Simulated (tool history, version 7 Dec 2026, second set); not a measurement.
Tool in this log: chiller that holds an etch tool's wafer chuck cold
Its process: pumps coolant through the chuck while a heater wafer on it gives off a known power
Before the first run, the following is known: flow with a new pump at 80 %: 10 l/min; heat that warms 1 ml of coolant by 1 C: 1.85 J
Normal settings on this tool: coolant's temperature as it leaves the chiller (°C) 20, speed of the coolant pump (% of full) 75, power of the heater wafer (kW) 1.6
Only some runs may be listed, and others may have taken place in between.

run,hour,coolant's temperature as it leaves the chiller (°C),speed of the coolant pump (% of full),power of the heater wafer (kW),chuck's temperature once it has settled (°C),how much warmer the coolant comes back (C)
1,0,20,75,1.6,37.2,5.5
2,12.9,20,75,1.6,37.3,5.43
3,43.5,20,86,1.6,35.5,4.78
4,69.6,20,86,1.6,35.7,4.79
5,85.5,20,86,1.6,35.6,4.8
6,111.4,20,86,1.6,35.7,4.8
7,140,20,86,1.6,35.5,4.8
8,169.2,20,75,1.6,37.6,5.5
9,187,20,75,1.6,37.5,5.53
10,206,15,75,1.6,32.3,5.53
11,235,20,71,1.6,38.2,5.9
12,250.2,20,71,1.6,38.4,5.84
13,269.7,20,75,2.324,45.2,7.99
14,295.6,20,75,1.636,38.1,5.67
15,318.3,20,79,1.6,36.9,5.21
16,346.9,20,75,1.6,37.7,5.59
# hour 354.6: coolant pump overhauled
17,380.3,20,75,1.6,37.7,5.56
18,407.9,19,83,1.941,38.7,6.04
19,424,19,83,1.941,38.7,6.05
# hour 433.6: chiller's thermometer calibrated
20,438.3,24,80,1.6,39.9,5.19
21,451.3,24,80,1.6,40,5.17
22,467.8,14,80,1.925,33.3,6.24
23,493.7,12,63,1.08,25.2,4.45
# hour 510: coolant pump overhauled, once more
24,519.4,20,99,0.961,28.1,2.44
25,547.9,17,67,1.812,37.7,6.9
26,573.8,16,75,1.654,33.6,5.7
27,591.9,10,99,1.012,18.6,2.64
28,609.8,10,99,1.012,18.5,2.63
29,638.3,10,99,1.012,18.6,2.63
30,651.5,10,99,1.012,18.4,2.59
31,677.9,20,66,1.604,38.9,6.28
32,698.6,20,66,1.604,39.1,6.37

Hidden state or all else? Some run-to-run changes of chuck's temperature once it has settled (°C), split into what the settings, what came in and random variation would give without the hidden state, and what is left for the hidden state (with any gauge scatter that isn't in both results):
The hidden state here: heat passed by the chuck's channels, % of clean ones'; flow at a given pump speed, % of a new pump's; coolant's true temperature over the reading, C; drift of the gauge itself on chuck_c, C; drift of the gauge itself on warmer_back_c, C.
Run 19 -> 20: coolant's temperature as it leaves the chiller (°C) 19 -> 24, speed of the coolant pump (% of full) 83 -> 80, power of the heater wafer (kW) 1.941 -> 1.6, chiller's thermometer calibrated. chuck's temperature once it has settled (°C) +1.2: hidden state -1.3, all else +2.5.
Run 24 -> 25: coolant's temperature as it leaves the chiller (°C) 20 -> 17, speed of the coolant pump (% of full) 99 -> 67, power of the heater wafer (kW) 0.961 -> 1.812. chuck's temperature once it has settled (°C) +9.6: hidden state +1.3, all else +8.3.
Run 26 -> 27: coolant's temperature as it leaves the chiller (°C) 16 -> 10, speed of the coolant pump (% of full) 75 -> 99, power of the heater wafer (kW) 1.654 -> 1.012. chuck's temperature once it has settled (°C) -15: hidden state -0.9, all else -14.1.
Run 30 -> 31: coolant's temperature as it leaves the chiller (°C) 10 -> 20, speed of the coolant pump (% of full) 99 -> 66, power of the heater wafer (kW) 1.012 -> 1.604. chuck's temperature once it has settled (°C) +20.5: hidden state +1.1, all else +19.4.
